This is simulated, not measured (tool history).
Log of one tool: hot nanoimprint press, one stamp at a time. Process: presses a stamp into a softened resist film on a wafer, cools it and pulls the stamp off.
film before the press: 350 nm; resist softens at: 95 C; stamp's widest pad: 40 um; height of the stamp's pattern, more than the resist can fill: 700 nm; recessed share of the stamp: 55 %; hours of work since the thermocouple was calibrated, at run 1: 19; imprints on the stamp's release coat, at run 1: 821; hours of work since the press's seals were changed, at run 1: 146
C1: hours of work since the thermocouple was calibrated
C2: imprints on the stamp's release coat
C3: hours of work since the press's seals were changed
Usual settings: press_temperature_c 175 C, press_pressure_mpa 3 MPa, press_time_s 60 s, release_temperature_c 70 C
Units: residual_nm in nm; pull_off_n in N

run 1 hour=0 | press_temperature_c=175 press_pressure_mpa=3 press_time_s=60 release_temperature_c=70 | C1=19 C2=821 C3=146 | residual_nm=177.2 pull_off_n=235
run 2 hour=38.9 | press_temperature_c=175 press_pressure_mpa=3 press_time_s=60 release_temperature_c=70 | C1=42 C2=948 C3=169 | residual_nm=177.1 pull_off_n=239
run 3 hour=59.5 | press_temperature_c=175 press_pressure_mpa=3 press_time_s=60 release_temperature_c=70 | C1=54 C2=1015 C3=181 | residual_nm=176.9 pull_off_n=244
run 4 hour=90.7 | press_temperature_c=175 press_pressure_mpa=3 press_time_s=60 release_temperature_c=70 | C1=72 C2=1117 C3=199 | residual_nm=176.8 pull_off_n=248
run 5 hour=115 | press_temperature_c=175 press_pressure_mpa=3 press_time_s=60 release_temperature_c=70 | C1=86 C2=1197 C3=213 | residual_nm=176.5 pull_off_n=258
run 6 hour=136.5 | press_temperature_c=175 press_pressure_mpa=3 press_time_s=60 release_temperature_c=70 | C1=99 C2=1267 C3=226 | residual_nm=176.8 pull_off_n=254
run 7 hour=168.5 | press_temperature_c=175 press_pressure_mpa=3 press_time_s=60 release_temperature_c=70 | C1=117 C2=1371 C3=244 | residual_nm=176.1 pull_off_n=267
run 8 hour=205.5 | press_temperature_c=175 press_pressure_mpa=3 press_time_s=60 release_temperature_c=70 | C1=139 C2=1492 C3=266 | residual_nm=176.5 pull_off_n=265
run 9 hour=243.2 | press_temperature_c=175 press_pressure_mpa=3 press_time_s=60 release_temperature_c=70 | C1=161 C2=1615 C3=288 | residual_nm=175.7 pull_off_n=274
run 10 hour=269.9 | press_temperature_c=175 press_pressure_mpa=3 press_time_s=60 release_temperature_c=60 | C1=176 C2=1702 C3=303 | residual_nm=175.4 pull_off_n=339
-- hour=288.2 stamp cleaned and given a new release coat
run 11 hour=305.2 | press_temperature_c=175 press_pressure_mpa=3 press_time_s=105 release_temperature_c=73 | C1=193 C2=56 C3=321 | residual_nm=143.8 pull_off_n=182
run 12 hour=329.2 | press_temperature_c=183 press_pressure_mpa=3.68 press_time_s=105 release_temperature_c=73 | C1=207 C2=134 C3=335 | residual_nm=93.5 pull_off_n=193
run 13 hour=359 | press_temperature_c=183 press_pressure_mpa=3.68 press_time_s=105 release_temperature_c=73 | C1=225 C2=232 C3=352 | residual_nm=93.6 pull_off_n=200
run 14 hour=388.3 | press_temperature_c=165 press_pressure_mpa=3.68 press_time_s=105 release_temperature_c=57 | C1=242 C2=327 C3=369 | residual_nm=195.6 pull_off_n=270
run 15 hour=409.4 | press_temperature_c=165 press_pressure_mpa=3.68 press_time_s=48 release_temperature_c=57 | C1=254 C2=396 C3=381 | residual_nm=243.1 pull_off_n=286
run 16 hour=428.6 | press_temperature_c=165 press_pressure_mpa=2.48 press_time_s=39 release_temperature_c=73 | C1=265 C2=459 C3=392 | residual_nm=283.5 pull_off_n=201

Forecast each of these 5 alternatives for the next run:
run A hour=445.2 | press_temperature_c=175 press_pressure_mpa=2.78 press_time_s=64 release_temperature_c=66 | C1=275 C2=513 C3=402 | residual_nm=? pull_off_n=?
run B hour=445.2 | press_temperature_c=173 press_pressure_mpa=3.94 press_time_s=31 release_temperature_c=73 | C1=275 C2=513 C3=402 | residual_nm=? pull_off_n=?
run C hour=445.2 | press_temperature_c=165 press_pressure_mpa=4.76 press_time_s=39 release_temperature_c=73 | C1=275 C2=513 C3=402 | residual_nm=? pull_off_n=?
run D hour=445.2 | press_temperature_c=174 press_pressure_mpa=3 press_time_s=60 release_temperature_c=70 | C1=275 C2=513 C3=402 | residual_nm=? pull_off_n=?
run E hour=445.2 | press_temperature_c=165 press_pressure_mpa=4.69 press_time_s=39 release_temperature_c=73 | C1=275 C2=513 C3=402 | residual_nm=? pull_off_n=?

run=A residual_nm=177.1 pull_off_n=238
run=B residual_nm=205.6 pull_off_n=203
run=C residual_nm=234.5 pull_off_n=206
run=D residual_nm=181.1 pull_off_n=214
run=E residual_nm=235.9 pull_off_n=200
Without the tool's hidden state the same runs would have given:
run=A residual_nm=178.1 pull_off_n=218
run=B residual_nm=206.3 pull_off_n=186
run=C residual_nm=235.1 pull_off_n=188
run=D residual_nm=182.1 pull_off_n=196
run=E residual_nm=236.6 pull_off_n=183
